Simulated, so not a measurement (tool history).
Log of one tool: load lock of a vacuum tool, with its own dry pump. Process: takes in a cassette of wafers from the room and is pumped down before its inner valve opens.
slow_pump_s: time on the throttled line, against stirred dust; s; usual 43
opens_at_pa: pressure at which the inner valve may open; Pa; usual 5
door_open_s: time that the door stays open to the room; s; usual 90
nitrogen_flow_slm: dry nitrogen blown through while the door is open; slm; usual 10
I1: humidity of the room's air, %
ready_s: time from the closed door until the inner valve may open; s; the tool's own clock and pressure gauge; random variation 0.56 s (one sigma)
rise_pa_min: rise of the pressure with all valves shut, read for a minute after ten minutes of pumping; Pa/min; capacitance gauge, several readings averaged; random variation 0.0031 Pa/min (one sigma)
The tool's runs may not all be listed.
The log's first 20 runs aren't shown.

Run 21, hour 4132.2: usual settings but slow_pump_s 30 s, nitrogen_flow_slm 35 slm; I1 44.5. Result: ready_s 68.9 s, rise_pa_min 0.073 Pa/min.
Run 22, hour 4292.7: usual settings but slow_pump_s 22 s, opens_at_pa 8 Pa, nitrogen_flow_slm 35 slm; I1 45.6. Result: ready_s 60.5 s, rise_pa_min 0.073 Pa/min.
Run 23, hour 4462.9: usual settings but slow_pump_s 22 s, opens_at_pa 8 Pa, nitrogen_flow_slm 35 slm; I1 44.1. Result: ready_s 60.9 s, rise_pa_min 0.073 Pa/min.
Run 24, hour 4712.4: usual settings but slow_pump_s 69 s, opens_at_pa 8 Pa, door_open_s 47 s, nitrogen_flow_slm 35 slm; I1 43. Result: ready_s 102 s, rise_pa_min 0.055 Pa/min.
Run 25, hour 4836.8: usual settings but slow_pump_s 29 s, opens_at_pa 7 Pa; I1 43.4. Result: ready_s 67.6 s, rise_pa_min 0.102 Pa/min.
Run 26, hour 5013.4: usual settings but slow_pump_s 23 s, opens_at_pa 9 Pa, door_open_s 121 s, nitrogen_flow_slm 38 slm; I1 44.1. Result: ready_s 60.7 s, rise_pa_min 0.091 Pa/min.
Run 27, hour 5263.8: usual settings but opens_at_pa 8 Pa, door_open_s 50 s; I1 47.4. Result: ready_s 79.9 s, rise_pa_min 0.079 Pa/min.
Run 28, hour 5397.6: usual settings but opens_at_pa 8 Pa, door_open_s 50 s; I1 46.7. Result: ready_s 78.5 s, rise_pa_min 0.083 Pa/min.
Run 29, hour 5622.4: usual settings but opens_at_pa 8 Pa, door_open_s 50 s; I1 45.5. Result: ready_s 80.2 s, rise_pa_min 0.079 Pa/min.
Run 30, hour 5867.6: usual settings but opens_at_pa 10 Pa, door_open_s 27 s; I1 49.9. Result: ready_s 79.3 s, rise_pa_min 0.066 Pa/min.
Run 31, hour 6080.7: usual settings but slow_pump_s 66 s, opens_at_pa 4 Pa, door_open_s 102 s, nitrogen_flow_slm 33 slm; I1 47.7. Result: ready_s 102.6 s, rise_pa_min 0.094 Pa/min.
Run 32, hour 6194.7: usual settings but slow_pump_s 66 s, opens_at_pa 4 Pa, door_open_s 102 s, nitrogen_flow_slm 33 slm; I1 42.9. Result: ready_s 102.7 s, rise_pa_min 0.088 Pa/min.
Run 33, hour 6366.8: usual settings but slow_pump_s 66 s, opens_at_pa 4 Pa, door_open_s 102 s, nitrogen_flow_slm 33 slm; I1 42.1. Result: ready_s 103.1 s, rise_pa_min 0.09 Pa/min.
Run 34, hour 6480.7: usual settings but slow_pump_s 28 s, opens_at_pa 7 Pa; I1 44.4. Result: ready_s 67.5 s, rise_pa_min 0.11 Pa/min.
Run 35, hour 6723.3: usual settings but slow_pump_s 28 s, opens_at_pa 7 Pa; I1 46. Result: ready_s 68 s, rise_pa_min 0.116 Pa/min.
Run 36, hour 6831.6: usual settings but slow_pump_s 23 s, opens_at_pa 7 Pa, door_open_s 185 s; I1 46.8. Result: ready_s 63.6 s, rise_pa_min 0.178 Pa/min.

Forecast each of these 4 alternatives for the next run:
Run A, hour 7049.8: usual settings but slow_pump_s 23 s, opens_at_pa 9 Pa, door_open_s 185 s; I1 47.2. Result: ready_s ?, rise_pa_min ?.
Run B, hour 7049.8: usual settings but slow_pump_s 23 s, opens_at_pa 6 Pa, door_open_s 37 s; I1 44.6. Result: ready_s ?, rise_pa_min ?.
Run C, hour 7049.8: usual settings but slow_pump_s 31 s, opens_at_pa 7 Pa, door_open_s 185 s; I1 46.6. Result: ready_s ?, rise_pa_min ?.
Run D, hour 7049.8: usual settings but slow_pump_s 39 s, opens_at_pa 4 Pa; I1 42.7. Result: ready_s ?, rise_pa_min ?.

run  ready_s  rise_pa_min
  A     62.6        0.173
  B     64.5        0.078
  C     70.1        0.174
  D     80.2        0.116
Without the tool's hidden state the same runs would have given:
run  ready_s  rise_pa_min
  A     59.1        0.134
  B     60.8         0.04
  C     66.6        0.135
  D     76.5        0.077
